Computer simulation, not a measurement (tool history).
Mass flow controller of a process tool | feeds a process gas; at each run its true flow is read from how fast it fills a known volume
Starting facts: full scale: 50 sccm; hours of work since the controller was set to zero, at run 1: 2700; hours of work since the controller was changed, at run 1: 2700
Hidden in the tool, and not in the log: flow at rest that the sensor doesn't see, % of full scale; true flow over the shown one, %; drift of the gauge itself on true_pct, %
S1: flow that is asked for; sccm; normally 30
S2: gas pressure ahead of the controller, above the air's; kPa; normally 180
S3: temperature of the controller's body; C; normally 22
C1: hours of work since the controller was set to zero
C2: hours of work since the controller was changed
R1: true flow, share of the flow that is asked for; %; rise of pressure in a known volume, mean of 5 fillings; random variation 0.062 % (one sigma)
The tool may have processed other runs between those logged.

run    hour  S1   S2  S3    C1    C2      R1
  1     0.0  30  180  22  2700  2700   98.73
  2    95.0  30  180  22  2749  2749   98.61
  3   235.0  30  180  22  2822  2822   98.62
  4   333.3  30  180  22  2873  2873   98.74
  5   451.3  30  189  22  2935  2935   98.62
  6   601.3   8  189  22  3013  3013   95.16
  7   749.5   8  189  22  3090  3090   94.96
  8   841.5  30  180  30  3138  3138   99.31
  9   947.2  30  180  30  3193  3193   99.35
 10  1103.4  30  180  30  3274  3274   99.25
 11  1256.9  30  180  30  3354  3354   99.28
 12  1397.4  30  143  22  3427  3427   99.04
 13  1575.5  30  180  22  3520  3520   98.69
 14  1663.4  30  180  22  3565  3565   98.71
 15  1851.4  30  180  22  3663  3663   98.63
 16  1975.8  30  180  22  3728  3728   98.70
 17  2131.2  30  180  22  3809  3809   98.66
 18  2290.6  30  180  22  3892  3892   98.60
 19  2380.5  30  180  22  3938  3938   98.58
 20  2461.5  30  180  33  3981  3981   99.51
 21  2557.2  30  224  33  4030  4030   99.23
 22  2727.5  32  226  33  4119  4119   99.37
 23  2813.3   7  226  29  4164  4164   93.78
     2926.8  -- controller's zero set anew
 24  2932.3   7  226  29     3  4225   99.22
 25  3090.7  30  180  38    85  4308  101.19
 26  3225.9  10  180  22   156  4378   98.97
 27  3388.2  26  257  39   240  4462  100.49
 28  3572.6  26  201  39   336  4558  100.93
 29  3718.1  17  276  22   412  4634   98.50
 30  3905.2  17  276  22   509  4731   98.54
 31  4015.5  17  170  22   567  4789   99.27
 32  4174.2  17  170  38   649  4871  100.40
 33  4293.5  17  170  38   711  4934  100.42
 34  4445.5   6  254  33   790  5013   98.19
 35  4560.2   6  254  33   850  5072   98.25
 36  4673.2   5  180  22   909  5131   97.31
 37  4814.5  15  180  20   982  5205   98.80
 38  4958.2  30  209  32  1057  5279  100.44
 39  5121.2  30  209  32  1142  5364  100.35
 40  5297.8  40  214  22  1234  5456  100.15

Predict each of these 5 candidate next runs independently; none follows another, all start after run 40:
  A  5467.0  40  214  33  1322  5544   ?
  B  5467.0  10  204  27  1322  5544   ?
  C  5467.0  22  222  32  1322  5544   ?
  D  5467.0  30  222  24  1322  5544   ?
  E  5467.0  30  218  33  1322  5544   ?

run      R1
  A  101.01
  B   98.38
  C   99.91
  D   99.70
  E  100.46
Take away the tool's hidden state, keep each run's random variation, and the runs would have read:
run      R1
  A  100.21
  B   98.50
  C   99.36
  D   99.01
  E   99.77
